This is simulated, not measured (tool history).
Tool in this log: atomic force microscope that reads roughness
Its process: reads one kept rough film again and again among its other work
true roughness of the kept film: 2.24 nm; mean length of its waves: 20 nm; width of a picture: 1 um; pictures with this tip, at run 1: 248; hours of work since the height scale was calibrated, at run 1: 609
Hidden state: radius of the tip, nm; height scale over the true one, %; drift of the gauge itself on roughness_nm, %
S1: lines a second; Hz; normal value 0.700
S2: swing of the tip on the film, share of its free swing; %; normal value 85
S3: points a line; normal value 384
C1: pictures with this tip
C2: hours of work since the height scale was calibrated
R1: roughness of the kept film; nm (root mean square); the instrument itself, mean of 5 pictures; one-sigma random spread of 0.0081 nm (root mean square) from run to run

run    hour     S1  S2   S3   C1   C2     R1
  1     0.0  0.700  85  384  248  609  1.257
       46.8  -- new tip fitted
  2    46.8  0.700  85  384    0  644  1.735
  3    77.0  0.700  68  384   61  667  1.602
  4   107.2  0.700  68  384  123  691  1.482
  5   145.5  0.700  68  384  201  720  1.351
  6   199.5  0.700  68  384  310  761  1.182
      215.4  -- new tip fitted
  7   245.5  0.700  85  975   61  796  1.616
  8   302.8  0.617  85  384  178  840  1.389
  9   344.7  0.617  85  384  263  872  1.247
      385.5  -- new tip fitted
 10   400.9  0.617  85  384   32  915  1.707
 11   425.7  0.617  85  384   82  934  1.591
 12   459.2  0.700  85  461  150  960  1.440
      465.2  -- height scale calibrated on a step standard
 13   495.6  0.700  85  461  222   23  1.321
 14   549.6  0.700  85  384  332   65  1.156
      556.8  -- new tip fitted
 15   595.7  0.700  85  384   79  100  1.572
 16   644.1  0.700  85  384  178  137  1.357
 17   696.6  0.700  88  322  284  177  1.187
      729.1  -- new tip fitted
 18   731.4  0.700  88  744    4  204  1.766
 19   786.6  2.985  55  681  117  246  1.499
      790.4  -- height scale calibrated on a step standard, once more
 20   838.9  2.985  55  681  221   37  1.305
 21   862.2  2.985  55  681  268   55  1.227
      902.6  -- new tip fitted
 22   907.1  2.975  61  434    9   89  1.716
 23   952.4  2.975  61  434  101  124  1.482
 24   996.0  2.975  61  434  190  157  1.324
 25  1030.9  2.975  61  434  261  184  1.213
     1075.8  -- new tip fitted
 26  1083.7  2.975  61  434   17  224  1.715
 27  1134.0  1.116  74  434  119  263  1.483
 28  1179.1  0.886  60  834  211  298  1.349
 29  1214.0  0.561  80  334  282  324  1.196
 30  1237.8  0.870  59  262  330  343  1.135
     1246.4  -- new tip fitted
 31  1268.9  0.943  89  318   46  366  1.603
 32  1302.2  2.814  82  654  113  392  1.406

Predict each of these 5 candidate next runs independently; none follows another, all start after run 32:
  A  1336.0  0.871  82  654  182  418   ?
  B  1336.0  0.700  85  888  182  418   ?
  C  1336.0  1.783  90  412  182  418   ?
  D  1336.0  2.210  85  531  182  418   ?
  E  1336.0  0.720  61  848  182  418   ?

run     R1
  A  1.394
  B  1.403
  C  1.307
  D  1.329
  E  1.442
What these runs would have given with no unlogged condition in the tool:
run     R1
  A  1.760
  B  1.770
  C  1.650
  D  1.677
  E  1.819
